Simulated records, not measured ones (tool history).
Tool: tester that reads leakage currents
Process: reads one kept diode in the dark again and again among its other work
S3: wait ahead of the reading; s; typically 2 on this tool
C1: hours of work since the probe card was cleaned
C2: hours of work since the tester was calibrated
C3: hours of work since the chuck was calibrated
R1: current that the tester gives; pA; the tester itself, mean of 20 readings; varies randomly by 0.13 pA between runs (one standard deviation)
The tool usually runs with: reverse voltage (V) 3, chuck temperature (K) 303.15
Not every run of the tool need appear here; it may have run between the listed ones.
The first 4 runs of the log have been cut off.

{"run": 5, "day": 29.812, "reverse voltage (V)": 15.48, "chuck temperature (K)": 303.15, "S3": 2, "C1": 1552, "C2": 1170, "C3": 417, "R1": 82.9}
{"run": 6, "day": 38.05, "reverse voltage (V)": 3, "chuck temperature (K)": 303.15, "S3": 3.14, "C1": 1668, "C2": 1285, "C3": 532, "R1": 39.58}
{"run": 7, "day": 48.646, "reverse voltage (V)": 3, "chuck temperature (K)": 303.15, "S3": 3.14, "C1": 1816, "C2": 1433, "C3": 680, "R1": 38.86}
{"run": 8, "day": 57.158, "reverse voltage (V)": 3, "chuck temperature (K)": 303.15, "S3": 3.14, "C1": 1935, "C2": 1552, "C3": 799, "R1": 38.41}
{"day": 65.308, "done": "chuck's temperature calibrated"}
{"run": 9, "day": 65.325, "reverse voltage (V)": 3, "chuck temperature (K)": 303.15, "S3": 3.14, "C1": 2048, "C2": 1665, "C3": 0, "R1": 34.7}
{"run": 10, "day": 74.104, "reverse voltage (V)": 3, "chuck temperature (K)": 303.15, "S3": 3.14, "C1": 2170, "C2": 1788, "C3": 123, "R1": 34.26}
{"day": 76.638, "done": "probe card cleaned and baked"}
{"run": 11, "day": 82.675, "reverse voltage (V)": 3, "chuck temperature (K)": 303.15, "S3": 2, "C1": 84, "C2": 1906, "C3": 241, "R1": 28.11}
{"run": 12, "day": 90.075, "reverse voltage (V)": 3, "chuck temperature (K)": 302.15, "S3": 2, "C1": 188, "C2": 2009, "C3": 344, "R1": 25.67}
{"run": 13, "day": 99.108, "reverse voltage (V)": 3, "chuck temperature (K)": 303.15, "S3": 0.82, "C1": 314, "C2": 2136, "C3": 471, "R1": 28}
{"run": 14, "day": 108.671, "reverse voltage (V)": 3, "chuck temperature (K)": 303.15, "S3": 2, "C1": 448, "C2": 2269, "C3": 604, "R1": 26.82}
{"run": 15, "day": 118.183, "reverse voltage (V)": 3, "chuck temperature (K)": 303.15, "S3": 2, "C1": 581, "C2": 2402, "C3": 737, "R1": 26.66}
{"day": 119.954, "done": "chuck's temperature calibrated, once more"}
{"run": 16, "day": 127.375, "reverse voltage (V)": 3, "chuck temperature (K)": 326.15, "S3": 2, "C1": 708, "C2": 2530, "C3": 104, "R1": 220.25}
{"day": 130.471, "done": "tester calibrated"}
{"run": 17, "day": 133.317, "reverse voltage (V)": 3, "chuck temperature (K)": 326.15, "S3": 2, "C1": 790, "C2": 40, "C3": 186, "R1": 222.4}
{"run": 18, "day": 138.938, "reverse voltage (V)": 3, "chuck temperature (K)": 326.15, "S3": 2, "C1": 869, "C2": 118, "C3": 264, "R1": 218.25}
{"run": 19, "day": 147.35, "reverse voltage (V)": 1.55, "chuck temperature (K)": 303.15, "S3": 2, "C1": 986, "C2": 236, "C3": 382, "R1": 31.57}
{"run": 20, "day": 152.925, "reverse voltage (V)": 1.55, "chuck temperature (K)": 303.15, "S3": 2, "C1": 1064, "C2": 314, "C3": 460, "R1": 31.14}
{"run": 21, "day": 162.754, "reverse voltage (V)": 1.55, "chuck temperature (K)": 303.15, "S3": 2, "C1": 1202, "C2": 451, "C3": 597, "R1": 30.29}
{"run": 22, "day": 169.921, "reverse voltage (V)": 2.01, "chuck temperature (K)": 303.15, "S3": 2, "C1": 1302, "C2": 552, "C3": 697, "R1": 32.59}
{"run": 23, "day": 174.846, "reverse voltage (V)": 2.01, "chuck temperature (K)": 301.15, "S3": 2, "C1": 1371, "C2": 620, "C3": 766, "R1": 27.96}
{"run": 24, "day": 179.571, "reverse voltage (V)": 3.44, "chuck temperature (K)": 303.15, "S3": 0.46, "C1": 1437, "C2": 686, "C3": 832, "R1": 41.07}
{"day": 185.367, "done": "chuck's temperature calibrated"}
{"run": 25, "day": 189.671, "reverse voltage (V)": 3.44, "chuck temperature (K)": 303.15, "S3": 0.46, "C1": 1577, "C2": 826, "C3": 60, "R1": 48}
{"run": 26, "day": 194.479, "reverse voltage (V)": 1.07, "chuck temperature (K)": 297.15, "S3": 3.09, "C1": 1644, "C2": 894, "C3": 127, "R1": 18.92}

Estimate the outcome of run 27 from the log above:
{"run": 27, "day": 199.6, "reverse voltage (V)": 3.27, "chuck temperature (K)": 297.15, "S3": 1.58, "C1": 1715, "C2": 965, "C3": 199, "R1": "?"}

Logged for run 27: R1 29.4 pA.
Were there no unlogged condition in the tool, this run, its random variation unchanged, would have produced R1 25.35 pA.
